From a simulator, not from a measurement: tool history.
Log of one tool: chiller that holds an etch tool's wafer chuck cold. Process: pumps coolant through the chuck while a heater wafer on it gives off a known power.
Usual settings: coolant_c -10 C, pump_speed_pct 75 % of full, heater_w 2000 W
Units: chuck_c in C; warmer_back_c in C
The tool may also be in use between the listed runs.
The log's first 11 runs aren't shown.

Run 12, hour 1323.5: usual settings. Result: chuck_c 12.1 C, warmer_back_c 9.38 C.
Run 13, hour 1448.4: usual settings. Result: chuck_c 12.1 C, warmer_back_c 9.48 C.
Run 14, hour 1578.1: usual settings but pump_speed_pct 67 % of full. Result: chuck_c 13.8 C, warmer_back_c 10.69 C.
Run 15, hour 1657.6: usual settings but pump_speed_pct 67 % of full. Result: chuck_c 13.8 C, warmer_back_c 10.56 C.
Run 16, hour 1791.5: usual settings but pump_speed_pct 67 % of full. Result: chuck_c 13.9 C, warmer_back_c 10.67 C.
Run 17, hour 1876.2: usual settings but pump_speed_pct 87 % of full, heater_w 1112 W. Result: chuck_c 1.5 C, warmer_back_c 4.45 C.
Run 18, hour 1976.2: usual settings but coolant_c -11 C, heater_w 2096 W. Result: chuck_c 12.4 C, warmer_back_c 9.90 C.
Run 19, hour 2128.6: usual settings but coolant_c -16 C, heater_w 1029 W. Result: chuck_c -4.4 C, warmer_back_c 4.90 C.
Run 20, hour 2201.8: usual settings but coolant_c -1 C, pump_speed_pct 64 % of full, heater_w 2968 W. Result: chuck_c 35.8 C, warmer_back_c 16.80 C.
Run 21, hour 2344.0: usual settings but coolant_c -1 C, pump_speed_pct 64 % of full, heater_w 2968 W. Result: chuck_c 36.1 C, warmer_back_c 16.81 C.
Run 22, hour 2436.0: usual settings but coolant_c -3 C, pump_speed_pct 64 % of full, heater_w 1581 W. Result: chuck_c 16.7 C, warmer_back_c 8.94 C.
Run 23, hour 2515.8: usual settings but coolant_c -3 C, pump_speed_pct 64 % of full, heater_w 1581 W. Result: chuck_c 16.7 C, warmer_back_c 8.96 C.
Run 24, hour 2666.4: usual settings but coolant_c -3 C, pump_speed_pct 64 % of full, heater_w 1581 W. Result: chuck_c 17.1 C, warmer_back_c 8.99 C.
Run 25, hour 2774.0: usual settings but coolant_c -4 C, pump_speed_pct 64 % of full, heater_w 2698 W. Result: chuck_c 30.0 C, warmer_back_c 15.33 C.
Run 26, hour 2886.6: usual settings but coolant_c -4 C, pump_speed_pct 64 % of full, heater_w 2698 W. Result: chuck_c 30.1 C, warmer_back_c 15.34 C.
Run 27, hour 2956.9: usual settings but heater_w 2732 W. Result: chuck_c 21.4 C, warmer_back_c 13.09 C.
Run 28, hour 3061.1: usual settings but coolant_c -11 C, pump_speed_pct 83 % of full. Result: chuck_c 10.7 C, warmer_back_c 8.57 C.
Run 29, hour 3174.7: usual settings but coolant_c -11 C, pump_speed_pct 83 % of full. Result: chuck_c 11.0 C, warmer_back_c 8.62 C.
Run 30, hour 3268.1: usual settings but coolant_c -11 C, pump_speed_pct 69 % of full, heater_w 1136 W. Result: chuck_c 2.9 C, warmer_back_c 5.98 C.
At hour 3278.0: chiller's thermometer calibrated.
Run 31, hour 3411.1: usual settings but coolant_c -11 C, pump_speed_pct 69 % of full, heater_w 1136 W. Result: chuck_c 2.7 C, warmer_back_c 5.95 C.

Forecast each of these 3 alternatives for the next run:
Run A, hour 3486.4: usual settings but coolant_c -11 C, heater_w 1136 W. Result: chuck_c ?, warmer_back_c ?.
Run B, hour 3486.4: usual settings but pump_speed_pct 69 % of full. Result: chuck_c ?, warmer_back_c ?.
Run C, hour 3486.4: usual settings but coolant_c -16 C, pump_speed_pct 70 % of full, heater_w 1623 W. Result: chuck_c ?, warmer_back_c ?.

run  chuck_c  warmer_back_c
  A      2.2           5.47
  B     14.5          10.55
  C      3.6           8.49
Without the tool's hidden state the same runs would have given:
run  chuck_c  warmer_back_c
  A      0.9           5.02
  B     12.1           9.69
  C      1.6           7.80

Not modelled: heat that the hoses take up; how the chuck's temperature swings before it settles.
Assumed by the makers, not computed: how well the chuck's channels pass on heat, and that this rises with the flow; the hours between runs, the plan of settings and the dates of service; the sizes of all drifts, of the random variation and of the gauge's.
